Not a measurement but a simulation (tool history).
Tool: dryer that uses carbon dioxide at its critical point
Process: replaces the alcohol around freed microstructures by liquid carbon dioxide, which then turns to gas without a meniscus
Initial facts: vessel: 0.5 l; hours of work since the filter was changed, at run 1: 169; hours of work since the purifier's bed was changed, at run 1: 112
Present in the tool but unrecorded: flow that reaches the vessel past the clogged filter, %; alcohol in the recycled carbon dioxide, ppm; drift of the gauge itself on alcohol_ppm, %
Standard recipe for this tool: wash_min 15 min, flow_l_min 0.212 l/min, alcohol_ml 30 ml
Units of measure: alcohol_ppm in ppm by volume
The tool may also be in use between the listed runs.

run,day,wash_min,flow_l_min,alcohol_ml,hours of work since the filter was changed,hours of work since the purifier's bed was changed,alcohol_ppm
1,0,15,0.212,30,169,112,306
2,1.138,15,0.212,30,177,121,318
# day 1.746: inlet filter changed
3,1.762,15,0.212,30,0,125,169
4,2.717,15,0.212,67,7,132,333
5,4.075,15,0.212,67,17,142,362
6,4.854,15,0.212,67,23,148,357
7,6.133,15,0.256,30,32,157,97
8,6.833,15,0.256,30,37,162,91
9,7.842,15,0.173,30,45,170,512
10,8.817,15,0.173,30,52,177,515
11,10.042,15,0.173,30,61,186,527
12,10.879,15,0.173,30,67,192,541
13,11.971,15,0.22,30,75,200,197
14,12.721,15,0.22,30,81,206,208
15,13.938,15,0.212,30,90,215,253
16,14.575,15,0.212,30,94,219,253
17,15.946,12,0.212,30,104,229,691
18,17.3,12,0.212,30,114,239,705
19,18.312,12,0.212,30,122,247,737
20,19.146,12,0.212,30,128,253,722
21,20.467,12,0.212,30,138,263,761
22,21.075,12,0.212,30,142,267,790
23,22.162,15,0.212,30,150,275,317
24,23.492,10,0.212,63,160,285,3349
25,24.538,10,0.212,24,168,293,1376
26,25.575,22,0.268,119,175,300,107
# day 26.433: inlet filter changed
27,26.467,22,0.268,119,0,307,90
28,27.262,22,0.268,119,6,312,102
29,28.2,22,0.268,119,13,319,88
30,29.225,22,0.268,119,21,327,97
31,30.104,14,0.144,38,27,333,1682
32,30.971,14,0.144,38,33,340,1731
33,31.962,14,0.13,103,41,347,6661
34,32.642,12,0.274,42,46,352,277
35,33.8,12,0.274,42,54,361,285
36,34.625,16,0.212,30,60,367,209
37,35.642,16,0.212,30,68,374,206
38,36.95,15,0.189,30,77,384,439
39,37.533,23,0.149,21,82,388,190
40,38.733,15,0.183,33,91,397,553
41,40.008,15,0.171,33,100,406,747
42,40.733,14,0.247,62,105,412,354
43,41.554,23,0.158,33,111,418,206
44,42.817,23,0.158,33,121,427,223
45,43.5,13,0.143,24,126,432,1838
46,44.383,17,0.159,101,132,438,1823

Predict each of these 4 candidate next runs independently; none follows another, all start after run 46:
A,45.238,13,0.236,23,138,445,?
B,45.238,11,0.34,44,138,445,?
C,45.238,13,0.264,49,138,445,?
D,45.238,15,0.202,70,138,445,?

run,alcohol_ppm
A,340
B,228
C,358
D,798
Without the tool's unlogged condition, the same runs would have read:
run,alcohol_ppm
A,129
B,56
C,132
D,392

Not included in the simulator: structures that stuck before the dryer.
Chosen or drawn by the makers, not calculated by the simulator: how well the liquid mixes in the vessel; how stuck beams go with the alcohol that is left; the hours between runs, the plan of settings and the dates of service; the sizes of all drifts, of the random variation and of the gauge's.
